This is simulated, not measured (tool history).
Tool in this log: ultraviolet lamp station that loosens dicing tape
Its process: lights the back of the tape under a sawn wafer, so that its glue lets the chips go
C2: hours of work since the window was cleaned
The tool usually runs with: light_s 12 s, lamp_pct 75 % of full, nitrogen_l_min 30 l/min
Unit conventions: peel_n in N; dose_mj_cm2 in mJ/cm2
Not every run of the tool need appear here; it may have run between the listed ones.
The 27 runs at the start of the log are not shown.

{"run": 28, "day": 26.954, "light_s": 10, "lamp_pct": 67, "nitrogen_l_min": 23, "hours of work of the lamp": 847, "C2": 498, "peel_n": 1.273, "dose_mj_cm2": 184}
{"run": 29, "day": 27.917, "light_s": 19, "lamp_pct": 75, "nitrogen_l_min": 25, "hours of work of the lamp": 862, "C2": 514, "peel_n": 0.274, "dose_mj_cm2": 386}
{"run": 30, "day": 28.971, "light_s": 19, "lamp_pct": 75, "nitrogen_l_min": 44, "hours of work of the lamp": 880, "C2": 532, "peel_n": 0.232, "dose_mj_cm2": 382}
{"run": 31, "day": 29.892, "light_s": 19, "lamp_pct": 75, "nitrogen_l_min": 44, "hours of work of the lamp": 895, "C2": 547, "peel_n": 0.224, "dose_mj_cm2": 390}
{"run": 32, "day": 30.892, "light_s": 19, "lamp_pct": 75, "nitrogen_l_min": 44, "hours of work of the lamp": 911, "C2": 563, "peel_n": 0.219, "dose_mj_cm2": 387}
{"run": 33, "day": 32.204, "light_s": 22, "lamp_pct": 84, "nitrogen_l_min": 30, "hours of work of the lamp": 933, "C2": 585, "peel_n": 0.189, "dose_mj_cm2": 495}
{"run": 34, "day": 33.483, "light_s": 12, "lamp_pct": 95, "nitrogen_l_min": 32, "hours of work of the lamp": 954, "C2": 606, "peel_n": 0.352, "dose_mj_cm2": 306}
{"run": 35, "day": 34.321, "light_s": 12, "lamp_pct": 95, "nitrogen_l_min": 32, "hours of work of the lamp": 968, "C2": 620, "peel_n": 0.374, "dose_mj_cm2": 302}
{"run": 36, "day": 35.421, "light_s": 22, "lamp_pct": 75, "nitrogen_l_min": 38, "hours of work of the lamp": 986, "C2": 638, "peel_n": 0.195, "dose_mj_cm2": 436}
{"run": 37, "day": 36.646, "light_s": 17, "lamp_pct": 68, "nitrogen_l_min": 13, "hours of work of the lamp": 1006, "C2": 658, "peel_n": 0.647, "dose_mj_cm2": 307}

For run 38, what comes out?
{"run": 38, "day": 38.05, "light_s": 23, "lamp_pct": 75, "nitrogen_l_min": 30, "hours of work of the lamp": 1029, "C2": 681, "peel_n": "?", "dose_mj_cm2": "?"}

{"run 38": {"peel_n": 0.221, "dose_mj_cm2": 457}}
The same run, on a tool lacking any hidden state, would have yielded peel_n 0.195 N, dose_mj_cm2 556 mJ/cm2.

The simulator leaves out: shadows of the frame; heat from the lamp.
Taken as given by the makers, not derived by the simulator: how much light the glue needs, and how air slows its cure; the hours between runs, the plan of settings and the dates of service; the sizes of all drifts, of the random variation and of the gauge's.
